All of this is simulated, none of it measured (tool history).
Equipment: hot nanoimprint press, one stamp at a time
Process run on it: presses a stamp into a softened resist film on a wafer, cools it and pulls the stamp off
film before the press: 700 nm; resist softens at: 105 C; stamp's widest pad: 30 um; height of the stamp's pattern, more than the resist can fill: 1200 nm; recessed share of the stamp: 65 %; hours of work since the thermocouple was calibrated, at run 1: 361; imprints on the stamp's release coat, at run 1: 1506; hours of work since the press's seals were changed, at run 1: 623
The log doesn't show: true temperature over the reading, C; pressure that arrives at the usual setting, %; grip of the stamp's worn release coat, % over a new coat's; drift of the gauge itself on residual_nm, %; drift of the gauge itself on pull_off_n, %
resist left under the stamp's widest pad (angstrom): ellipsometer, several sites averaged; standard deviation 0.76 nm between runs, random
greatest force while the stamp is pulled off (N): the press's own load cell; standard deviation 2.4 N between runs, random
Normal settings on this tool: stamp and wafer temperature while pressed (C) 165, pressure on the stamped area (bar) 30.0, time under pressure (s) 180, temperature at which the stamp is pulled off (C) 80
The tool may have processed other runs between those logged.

run   hour  stamp and wafer temperature while pressed (C)  pressure on the stamped area (bar)  time under pressure (s)  temperature at which the stamp is pulled off (C)  hours of work since the thermocouple was calibrated  imprints on the stamp's release coat  hours of work since the press's seals were changed  resist left under the stamp's widest pad (angstrom)  greatest force while the stamp is pulled off (N)
  1    0.0                                            165                                30.0                      180                                                80                                                  361                                  1506                                                 623                                                 3192                                               115
  2   21.4                                            165                                30.0                      180                                                80                                                  374                                  1589                                                 636                                                 3185                                               109
  3   46.8                                            165                                30.0                      180                                                80                                                  390                                  1688                                                 652                                                 3202                                               110
  4   75.8                                            165                                30.0                      180                                                80                                                  408                                  1801                                                 670                                                 3203                                               112
     104.0  -- press's hydraulic seals changed and the load cell set to zero
  5  110.8                                            165                                30.0                      180                                                80                                                  424                                  1907                                                   4                                                 3210                                               109
  6  124.6                                            165                                30.0                      180                                                80                                                  433                                  1960                                                  13                                                 3209                                               115
  7  145.9                                            165                                36.2                      180                                                80                                                  446                                  2043                                                  26                                                 2922                                               109
  8  161.7                                            155                                30.0                      180                                                80                                                  456                                  2105                                                  36                                                 4570                                               111
  9  174.7                                            155                                30.0                      180                                                80                                                  464                                  2156                                                  44                                                 4561                                               107
     186.6  -- plate thermocouple calibrated
     194.5  -- stamp cleaned and given a new release coat
 10  211.1                                            155                                30.0                      180                                                80                                                   11                                    64                                                  60                                                 4580                                               111
 11  237.7                                            155                                30.0                      180                                                80                                                   28                                   168                                                  77                                                 4590                                               111
 12  251.3                                            155                                30.0                      180                                                80                                                   36                                   221                                                  85                                                 4598                                               110
 13  277.3                                            155                                30.0                      180                                                80                                                   52                                   322                                                 101                                                 4582                                               110
 14  299.4                                            155                                25.0                      180                                                80                                                   66                                   408                                                 115                                                 4920                                               108
 15  316.4                                            155                                25.0                      202                                                80                                                   76                                   475                                                 125                                                 4799                                               109
 16  344.2                                            155                                25.0                      202                                                80                                                   93                                   583                                                 143                                                 4791                                               114
 17  366.7                                            155                                35.2                      161                                                79                                                  107                                   671                                                 156                                                 4452                                               112
 18  383.5                                            155                                35.2                      161                                                79                                                  118                                   736                                                 167                                                 4449                                               113
 19  403.3                                            155                                35.2                      161                                                79                                                  130                                   813                                                 179                                                 4477                                               114
     417.3  -- gauge calibrated
 20  433.2                                            169                                30.0                      180                                                67                                                  148                                   930                                                 197                                                 2771                                               136
 21  450.7                                            176                                23.5                      104                                                80                                                  159                                   998                                                 208                                                 3071                                               107
 22  471.5                                            176                                23.5                      104                                                88                                                  172                                  1079                                                 221                                                 3073                                                94
 23  488.3                                            174                                24.8                      194                                                69                                                  182                                  1145                                                 231                                                 2529                                               129
 24  503.2                                            170                                25.7                      334                                                83                                                  192                                  1203                                                 241                                                 2333                                               103

Consider 3 possible next runs. They are alternatives, not a sequence: every one starts from the tool as it was left by run 24. What does each give?
  A  534.4                                            171                                22.3                      109                                                83                                                  211                                  1324                                                 260                                                    ?                                                 ?
  B  534.4                                            172                                30.0                      180                                                80                                                  211                                  1324                                                 260                                                    ?                                                 ?
  C  534.4                                            170                                33.6                      167                                                83                                                  211                                  1324                                                 260                                                    ?                                                 ?

run  resist left under the stamp's widest pad (angstrom)  greatest force while the stamp is pulled off (N)
  A                                                 3636                                               104
  B                                                 2524                                               112
  C                                                 2604                                               102
Stripped of hidden state, with their random variation kept, the same runs would have yielded:
run  resist left under the stamp's widest pad (angstrom)  greatest force while the stamp is pulled off (N)
  A                                                 3616                                               103
  B                                                 2510                                               111
  C                                                 2589                                               101
